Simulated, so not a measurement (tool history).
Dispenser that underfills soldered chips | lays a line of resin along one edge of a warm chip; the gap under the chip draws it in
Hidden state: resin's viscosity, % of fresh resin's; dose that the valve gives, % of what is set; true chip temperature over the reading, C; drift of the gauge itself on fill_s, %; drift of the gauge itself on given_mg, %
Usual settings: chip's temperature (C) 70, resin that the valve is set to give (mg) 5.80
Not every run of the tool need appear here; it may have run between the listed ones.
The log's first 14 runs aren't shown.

| run | hour | chip's temperature (C) | resin that the valve is set to give (mg) | hours of work since the syringe was changed | hours of work since the valve was cleaned | hours of work since the stage was calibrated | time until the resin shows at the far edge (s) | resin that the valve gave (mg) |
|---|---|---|---|---|---|---|---|---|
| 15 | 66.4 | 70 | 5.80 | 6 | 56 | 59 | 85.5 | 5.57 |
| 16 | 72.6 | 70 | 5.80 | 11 | 61 | 64 | 112.5 | 5.55 |
|  | 74.3 | new syringe of resin |
|  | 80.3 | dispensing valve cleaned and set on the balance |
| 17 | 80.6 | 70 | 5.80 | 4 | 0 | 69 | 76.3 | 5.81 |
| 18 | 87.3 | 70 | 5.80 | 9 | 5 | 74 | 99.9 | 5.77 |
|  | 90.5 | new syringe of resin |
| 19 | 93.0 | 70 | 5.80 | 2 | 10 | 78 | 66.9 | 5.75 |
| 20 | 96.7 | 57 | 4.92 | 5 | 12 | 81 | 124.4 | 4.88 |
| 21 | 102.7 | 57 | 5.67 | 9 | 17 | 86 | 155.0 | 5.59 |
|  | 105.6 | new syringe of resin |
| 22 | 106.0 | 77 | 5.80 | 0 | 19 | 88 | 50.5 | 5.71 |
| 23 | 112.2 | 61 | 6.94 | 5 | 24 | 93 | 107.7 | 6.81 |
| 24 | 118.4 | 57 | 6.94 | 10 | 29 | 97 | 162.5 | 6.80 |
|  | 120.9 | new syringe of resin |
| 25 | 124.3 | 80 | 5.31 | 3 | 33 | 102 | 54.2 | 5.19 |
| 26 | 130.6 | 80 | 5.31 | 7 | 38 | 106 | 71.5 | 5.16 |
| 27 | 133.7 | 80 | 5.31 | 10 | 40 | 109 | 80.6 | 5.15 |
|  | 136.1 | new syringe of resin |
| 28 | 138.1 | 65 | 6.51 | 1 | 43 | 112 | 76.1 | 6.30 |
| 29 | 142.7 | 65 | 7.43 | 5 | 47 | 116 | 91.2 | 7.15 |
| 30 | 149.7 | 58 | 6.94 | 10 | 52 | 121 | 154.8 | 6.69 |
|  | 151.5 | new syringe of resin |
| 31 | 154.8 | 59 | 5.80 | 3 | 56 | 125 | 100.2 | 5.56 |
| 32 | 157.8 | 59 | 5.80 | 5 | 58 | 127 | 113.6 | 5.56 |
| 33 | 164.0 | 80 | 5.80 | 10 | 63 | 132 | 77.1 | 5.52 |
|  | 166.7 | new syringe of resin |
|  | 169.1 | dispensing valve cleaned and set on the balance |
| 34 | 169.3 | 58 | 5.98 | 1 | 0 | 135 | 92.7 | 5.97 |
| 35 | 175.1 | 74 | 5.20 | 6 | 5 | 139 | 75.0 | 5.18 |
| 36 | 179.5 | 74 | 5.20 | 9 | 8 | 143 | 91.0 | 5.18 |
|  | 182.8 | new syringe of resin |
| 37 | 183.7 | 57 | 5.55 | 1 | 11 | 145 | 96.9 | 5.51 |

3 ways to go on from here, each from the tool as it stands after run 37. What would each give?
| A | 188.3 | 65 | 5.29 | 4 | 15 | 149 | ? | ? |
| B | 188.3 | 70 | 6.83 | 4 | 15 | 149 | ? | ? |
| C | 188.3 | 73 | 5.75 | 4 | 15 | 149 | ? | ? |

| run | time until the resin shows at the far edge (s) | resin that the valve gave (mg) |
|---|---|---|
| A | 91.2 | 5.24 |
| B | 74.2 | 6.77 |
| C | 70.1 | 5.69 |
Stripped of hidden state, with their random variation kept, the same runs would have yielded:
| run | time until the resin shows at the far edge (s) | resin that the valve gave (mg) |
|---|---|---|
| A | 73.5 | 5.30 |
| B | 59.8 | 6.84 |
| C | 56.5 | 5.75 |

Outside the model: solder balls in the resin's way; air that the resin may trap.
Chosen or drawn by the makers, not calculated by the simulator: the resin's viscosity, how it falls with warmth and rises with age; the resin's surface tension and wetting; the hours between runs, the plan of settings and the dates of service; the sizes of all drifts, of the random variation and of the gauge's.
